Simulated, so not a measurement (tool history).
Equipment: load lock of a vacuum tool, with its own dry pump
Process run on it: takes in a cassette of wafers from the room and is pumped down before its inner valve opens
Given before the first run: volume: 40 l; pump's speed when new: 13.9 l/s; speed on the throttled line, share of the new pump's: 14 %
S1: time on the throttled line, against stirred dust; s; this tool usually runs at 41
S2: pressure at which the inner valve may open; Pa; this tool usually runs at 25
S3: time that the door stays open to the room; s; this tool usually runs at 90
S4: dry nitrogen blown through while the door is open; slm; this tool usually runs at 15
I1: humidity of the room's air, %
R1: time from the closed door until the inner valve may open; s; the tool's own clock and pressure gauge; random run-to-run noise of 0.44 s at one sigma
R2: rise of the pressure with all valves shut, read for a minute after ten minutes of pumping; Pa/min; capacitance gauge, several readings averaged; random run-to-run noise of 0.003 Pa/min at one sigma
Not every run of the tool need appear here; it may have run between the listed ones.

run	day	S1	S2	S3	S4	I1	R1	R2
1	0	41	25	90	15	45.8	62.3	0.053
2	6.942	41	20	90	15	46.3	62.4	0.054
3	16.925	41	25	90	15	42.4	62	0.06
4	27.438	41	42	90	15	46.1	59.9	0.063
5	41.588	41	42	90	15	46	60.2	0.06
6	50.95	41	25	90	15	46.8	62.2	0.07
7	64.462	41	25	90	15	44	62.2	0.08
8	75.929	41	25	90	15	40.7	63.3	0.082
9	84.262	41	25	90	15	44.7	61.9	0.085
10	91.062	41	25	90	15	44.4	62.3	0.087
11	105.025	41	25	222	15	44.8	63.4	0.106
12	114.562	41	25	222	15	42.1	63.2	0.111
13	120.95	41	44	90	15	45.1	60.7	0.1
14	131.279	41	46	90	23	44.4	60.1	0.094
15	141.288	41	46	36	23	43.8	61.2	0.095
16	154.954	41	46	36	23	44.5	61.6	0.098
17	163.167	63	46	36	23	44.2	79.7	0.105
# day 168.442: dry pump taken out, an overhauled one fitted
18	177.45	63	19	36	9	46.5	79.3	0.129
19	183.754	30	24	156	17	46	50	0.138
20	190.9	41	34	90	26	43.4	57.9	0.133
21	205.154	41	34	90	26	43.5	59	0.127

Branching from run 21: 3 alternative next runs. What would each branch give?
A	216.567	41	42	67	7	43.5	?	?
B	216.567	20	25	90	15	45.9	?	?
C	216.567	27	33	30	26	45.7	?	?

run	R1	R2
A	58.2	0.158
B	41.9	0.145
C	47.2	0.13
With no hidden state in the tool, these same runs would have given:
run	R1	R2
A	57.7	0.042
B	41.4	0.029
C	46.7	0.013
